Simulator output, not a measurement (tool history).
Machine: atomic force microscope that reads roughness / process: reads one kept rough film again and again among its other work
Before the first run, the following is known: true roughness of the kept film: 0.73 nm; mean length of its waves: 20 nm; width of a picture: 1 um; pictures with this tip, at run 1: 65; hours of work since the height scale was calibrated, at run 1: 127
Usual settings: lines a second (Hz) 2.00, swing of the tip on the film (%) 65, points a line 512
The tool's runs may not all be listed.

| run | day | lines a second (Hz) | swing of the tip on the film (%) | points a line | pictures with this tip | hours of work since the height scale was calibrated | roughness of the kept film (nm (root mean square)) |
|---|---|---|---|---|---|---|---|
| 1 | 0.000 | 2.00 | 65 | 512 | 65 | 127 | 0.582 |
| 2 | 0.233 | 2.00 | 65 | 512 | 71 | 130 | 0.580 |
| 3 | 0.658 | 0.82 | 65 | 512 | 82 | 136 | 0.598 |
| 4 | 0.954 | 0.82 | 65 | 512 | 89 | 139 | 0.579 |
| 5 | 1.329 | 0.82 | 65 | 512 | 99 | 144 | 0.572 |
|  | 1.767 | new tip fitted |
| 6 | 1.796 | 0.82 | 65 | 512 | 0 | 150 | 0.669 |
| 7 | 2.021 | 0.82 | 65 | 512 | 6 | 152 | 0.673 |
| 8 | 2.312 | 2.00 | 86 | 512 | 14 | 156 | 0.574 |
| 9 | 2.525 | 1.49 | 65 | 512 | 19 | 159 | 0.640 |
| 10 | 2.729 | 1.49 | 65 | 512 | 24 | 161 | 0.630 |
| 11 | 2.988 | 2.00 | 65 | 512 | 31 | 164 | 0.623 |
| 12 | 3.346 | 2.00 | 65 | 512 | 40 | 169 | 0.605 |
| 13 | 3.554 | 2.00 | 65 | 950 | 46 | 172 | 0.614 |
| 14 | 3.854 | 0.80 | 65 | 512 | 53 | 175 | 0.623 |
| 15 | 4.067 | 0.80 | 65 | 512 | 59 | 178 | 0.625 |
| 16 | 4.325 | 2.00 | 86 | 512 | 65 | 181 | 0.529 |
| 17 | 4.575 | 3.55 | 74 | 427 | 72 | 184 | 0.522 |
| 18 | 5.025 | 0.51 | 61 | 837 | 83 | 190 | 0.608 |
| 19 | 5.462 | 0.52 | 56 | 703 | 95 | 195 | 0.594 |
| 20 | 5.717 | 0.52 | 56 | 703 | 101 | 199 | 0.601 |

Forecast run 21:
|  | 6.067 | new tip fitted |
| 21 | 6.104 | 3.96 | 59 | 315 | 0 | 203 | ? |

{"run 21": {"roughness of the kept film (nm (root mean square))": 0.632}}
With no hidden state in the tool, this same run would have given roughness of the kept film (nm (root mean square)) 0.632.
